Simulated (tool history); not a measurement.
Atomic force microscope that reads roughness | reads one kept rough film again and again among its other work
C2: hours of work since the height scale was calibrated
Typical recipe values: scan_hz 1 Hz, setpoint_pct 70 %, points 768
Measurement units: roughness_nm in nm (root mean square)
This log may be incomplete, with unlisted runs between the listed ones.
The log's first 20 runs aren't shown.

run 21 hour=285.7 | scan_hz=3.18 setpoint_pct=70 points=768 | pictures_with_this_tip=59 C2=198 | roughness_nm=2.93
run 22 hour=301.6 | scan_hz=3.18 setpoint_pct=70 points=768 | pictures_with_this_tip=79 C2=209 | roughness_nm=2.907
run 23 hour=320.8 | scan_hz=3.18 setpoint_pct=70 points=768 | pictures_with_this_tip=103 C2=222 | roughness_nm=2.866
run 24 hour=334.5 | scan_hz=1.72 setpoint_pct=82 points=804 | pictures_with_this_tip=121 C2=231 | roughness_nm=2.856
-- hour=347.6 new tip fitted
run 25 hour=351 | scan_hz=1 setpoint_pct=63 points=746 | pictures_with_this_tip=4 C2=242 | roughness_nm=3.245
run 26 hour=362.1 | scan_hz=0.66 setpoint_pct=57 points=842 | pictures_with_this_tip=18 C2=250 | roughness_nm=3.267
run 27 hour=378.6 | scan_hz=0.66 setpoint_pct=73 points=269 | pictures_with_this_tip=39 C2=261 | roughness_nm=3.174
run 28 hour=388.9 | scan_hz=1.73 setpoint_pct=74 points=635 | pictures_with_this_tip=52 C2=268 | roughness_nm=3.053
run 29 hour=408 | scan_hz=0.72 setpoint_pct=77 points=413 | pictures_with_this_tip=76 C2=281 | roughness_nm=3.11
-- hour=410.4 height scale calibrated on a step standard
run 30 hour=423.7 | scan_hz=3.62 setpoint_pct=79 points=413 | pictures_with_this_tip=94 C2=9 | roughness_nm=2.683
run 31 hour=436.6 | scan_hz=0.91 setpoint_pct=86 points=452 | pictures_with_this_tip=110 C2=18 | roughness_nm=2.971
run 32 hour=448.4 | scan_hz=2.01 setpoint_pct=70 points=768 | pictures_with_this_tip=125 C2=26 | roughness_nm=2.965
-- hour=453.3 height scale calibrated on a step standard, once more
-- hour=458.3 new tip fitted
run 33 hour=460.5 | scan_hz=2.01 setpoint_pct=70 points=768 | pictures_with_this_tip=3 C2=5 | roughness_nm=3.103
run 34 hour=470 | scan_hz=1 setpoint_pct=76 points=789 | pictures_with_this_tip=15 C2=11 | roughness_nm=3.174
run 35 hour=483 | scan_hz=1 setpoint_pct=76 points=789 | pictures_with_this_tip=31 C2=20 | roughness_nm=3.136
run 36 hour=498.2 | scan_hz=1 setpoint_pct=76 points=789 | pictures_with_this_tip=50 C2=30 | roughness_nm=3.104
run 37 hour=517.8 | scan_hz=0.57 setpoint_pct=56 points=678 | pictures_with_this_tip=75 C2=43 | roughness_nm=3.183
run 38 hour=532.1 | scan_hz=0.57 setpoint_pct=62 points=678 | pictures_with_this_tip=93 C2=53 | roughness_nm=3.161
run 39 hour=542.7 | scan_hz=0.57 setpoint_pct=62 points=678 | pictures_with_this_tip=106 C2=60 | roughness_nm=3.123
run 40 hour=561.5 | scan_hz=3.74 setpoint_pct=70 points=319 | pictures_with_this_tip=130 C2=73 | roughness_nm=2.804
-- hour=567 new tip fitted
run 41 hour=574.4 | scan_hz=1.14 setpoint_pct=84 points=607 | pictures_with_this_tip=10 C2=81 | roughness_nm=3.07
run 42 hour=590 | scan_hz=1.14 setpoint_pct=84 points=607 | pictures_with_this_tip=29 C2=92 | roughness_nm=3.03
run 43 hour=600.9 | scan_hz=1 setpoint_pct=57 points=768 | pictures_with_this_tip=43 C2=99 | roughness_nm=3.223
run 44 hour=616.4 | scan_hz=1 setpoint_pct=57 points=768 | pictures_with_this_tip=62 C2=110 | roughness_nm=3.219
run 45 hour=635.6 | scan_hz=1.73 setpoint_pct=84 points=485 | pictures_with_this_tip=87 C2=123 | roughness_nm=2.856

Here are 3 independent what-if runs from the current tool condition. What would each one return?
run A hour=647.7 | scan_hz=2.05 setpoint_pct=70 points=768 | pictures_with_this_tip=102 C2=131 | roughness_nm=?
run B hour=647.7 | scan_hz=1.78 setpoint_pct=66 points=409 | pictures_with_this_tip=102 C2=131 | roughness_nm=?
run C hour=647.7 | scan_hz=0.85 setpoint_pct=67 points=265 | pictures_with_this_tip=102 C2=131 | roughness_nm=?

run=A roughness_nm=2.967
run=B roughness_nm=3.038
run=C roughness_nm=3.086
With no hidden state in the tool, these same runs would have given:
run=A roughness_nm=3.112
run=B roughness_nm=3.186
run=C roughness_nm=3.237

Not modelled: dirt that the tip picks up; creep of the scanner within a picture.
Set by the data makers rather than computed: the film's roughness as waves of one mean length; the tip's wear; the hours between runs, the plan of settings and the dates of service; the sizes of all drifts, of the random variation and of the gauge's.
